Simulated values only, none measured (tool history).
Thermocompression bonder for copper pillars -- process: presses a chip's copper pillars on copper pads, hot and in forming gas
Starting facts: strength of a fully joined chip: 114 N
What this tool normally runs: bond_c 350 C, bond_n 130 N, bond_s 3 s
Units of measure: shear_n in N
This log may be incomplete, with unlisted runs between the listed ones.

run	hour	bond_c	bond_n	bond_s	shear_n
1	0	350	130	3	50.4
2	52.5	350	130	3	50.3
3	104.3	350	130	5	60.4
4	145.9	350	130	3	50.4
5	191.2	350	130	3	51
6	248.8	350	93	3	38
7	286.5	356	93	3	40.3
8	350.4	356	93	3	40
9	402.1	356	93	3	40
10	442.3	356	93	3	39.9
11	496.5	356	93	3	40.1
12	574.2	356	93	3	39.8
13	645.4	350	130	3	50.8
14	717.6	350	130	3	50.8
15	783.8	350	130	4	57.3
16	851.4	350	130	3	49.6
17	915.9	350	130	3	50
18	962.2	350	130	3	50.5
19	1030.4	350	130	3	50.7
20	1094.5	372	130	2	50.3
21	1144.6	372	130	2	49.8
22	1213	372	130	2	50.5
23	1287.2	372	85	2	36.4
24	1330.5	372	85	2	35.2
25	1400.3	372	85	2	35.5
26	1433.7	353	108	3	44.4
27	1515.2	353	108	3	44.5
28	1585.7	359	193	6	83.6
29	1658.3	347	195	6	80.5
30	1698	372	128	2	49.4
31	1775.7	372	128	2	50
32	1849.8	372	128	2	50.4
33	1893.1	333	174	2	48.9
34	1950.9	348	174	3	61.4
35	2003.3	348	174	8	82.7
36	2056.3	354	187	2	59.4
37	2117.5	340	134	3	47.4

Not shown here: 5 entries made in the log between runs. Locate each between two listed runs and compare the hidden state at the listed run before it with the hidden state at the listed run after it:
Between runs 1 and 2: forming gas filter changed (hour 35.5)
  oxide that the forming gas leaves, % of the face: 0.68 -> 0.51
Between runs 12 and 13: heater calibrated with a thermocouple chip (hour 586)
  true temperature of the bond over the reading, C: -0.7 -> -0.1; oxide that the forming gas leaves, % of the face: 0.6 -> 0.61
Between runs 19 and 20: forming gas filter changed (hour 1048.3)
  oxide that the forming gas leaves, % of the face: 0.67 -> 0.51
Between runs 24 and 25: force cell calibrated (hour 1347.4)
  force that reaches the chip, % of what is set: 100.5 -> 100; oxide that the forming gas leaves, % of the face: 0.56 -> 0.57
Between runs 36 and 37: forming gas filter changed (hour 2061.7)
  true temperature of the bond over the reading, C: -0.3 -> -0.4; oxide that the forming gas leaves, % of the face: 0.68 -> 0.51

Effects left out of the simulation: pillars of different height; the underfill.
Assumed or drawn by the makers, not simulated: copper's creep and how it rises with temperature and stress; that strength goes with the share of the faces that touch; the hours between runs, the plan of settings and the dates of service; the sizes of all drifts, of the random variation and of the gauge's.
